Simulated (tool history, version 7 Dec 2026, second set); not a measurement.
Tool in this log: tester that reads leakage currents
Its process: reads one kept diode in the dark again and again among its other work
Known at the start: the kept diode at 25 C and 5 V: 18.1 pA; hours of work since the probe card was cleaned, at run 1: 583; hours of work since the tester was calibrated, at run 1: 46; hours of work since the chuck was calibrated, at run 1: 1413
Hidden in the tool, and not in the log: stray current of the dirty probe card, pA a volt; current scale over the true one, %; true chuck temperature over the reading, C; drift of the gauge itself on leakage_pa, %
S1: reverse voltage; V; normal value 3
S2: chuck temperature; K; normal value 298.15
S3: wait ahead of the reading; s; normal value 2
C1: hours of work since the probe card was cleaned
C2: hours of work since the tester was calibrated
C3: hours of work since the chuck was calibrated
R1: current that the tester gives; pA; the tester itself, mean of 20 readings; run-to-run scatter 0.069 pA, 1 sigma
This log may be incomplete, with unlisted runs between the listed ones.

run   hour     S1      S2    S3    C1   C2    C3      R1
  1      0      3  298.15     2   583   46  1413   19.15
  2   25.5      3  298.15     2   594   57  1424   19.25
  3   47.2      3  298.15     2   604   66  1434   19.45
  4   74.1      3  298.15     2   616   78  1446   19.33
  5  122.3      3  293.15     2   637  100  1467   13.98
  6  169.6      3  293.15     2   658  121  1488   13.96
  7  194.9      3  298.15     2   670  132  1500   19.64
  8  239.6      3  298.15     2   689  152  1520   19.69
       244  -- chuck's temperature calibrated
  9  292.2      3  298.15     2   712  174    21   17.42
 10  318.5      3  298.15     2   724  186    33   17.46
 11  359.4      3  298.15     2   742  204    51    17.6
 12  411.3   4.58  298.15     2   765  227    74   21.02
 13  445.3   1.79  298.15     2   780  242    89   14.56
 14  477.1  14.03  298.15     2   794  256   103   36.03
 15  524.9  14.03  298.15     2   815  278   125   36.45
 16  577.7   1.98  330.15  0.33   839  301   148  127.52
 17  602.1  17.32  306.15     2   849  312   159    62.7
 18  643.7   4.83  298.15  1.24   868  330   177   22.54
 19  680.9   4.83  298.15  1.24   884  347   194   22.61
 20  726.5   4.83  298.15  1.24   905  367   214   22.62
 21  766.9    4.7  307.15  1.95   923  385   232   39.43
 22  797.5   2.34  314.15  0.56   936  399   246   49.49
 23  834.1   1.06  306.15  5.13   952  415   262    21.7
 24  877.5      3  299.15     2   972  434   281   19.93
 25  901.1      3  299.15     2   982  445   292   19.78
 26    929    2.2  297.15  0.82   995  457   304    15.7
 27  959.8    2.4  331.15  1.03  1008  471   318  146.22
 28  982.1   1.61  300.15   1.2  1018  481   328   16.88
 29   1007    8.2  298.15  1.47  1029  492   339   30.05

Consider 3 possible next runs. They are alternatives, not a sequence: every one starts from the tool as it was left by run 29. What does each give?
  A  1050.1     3  298.15   1.1  1048  511  358   ?
  B  1050.1  3.82  327.15  4.66  1048  511  358   ?
  C  1050.1   3.9  322.15  1.47  1048  511  358   ?

run      R1
  A   19.22
  B  132.24
  C   98.15
With no hidden state in the tool, these same runs would have given:
run      R1
  A   16.19
  B  126.38
  C   92.82
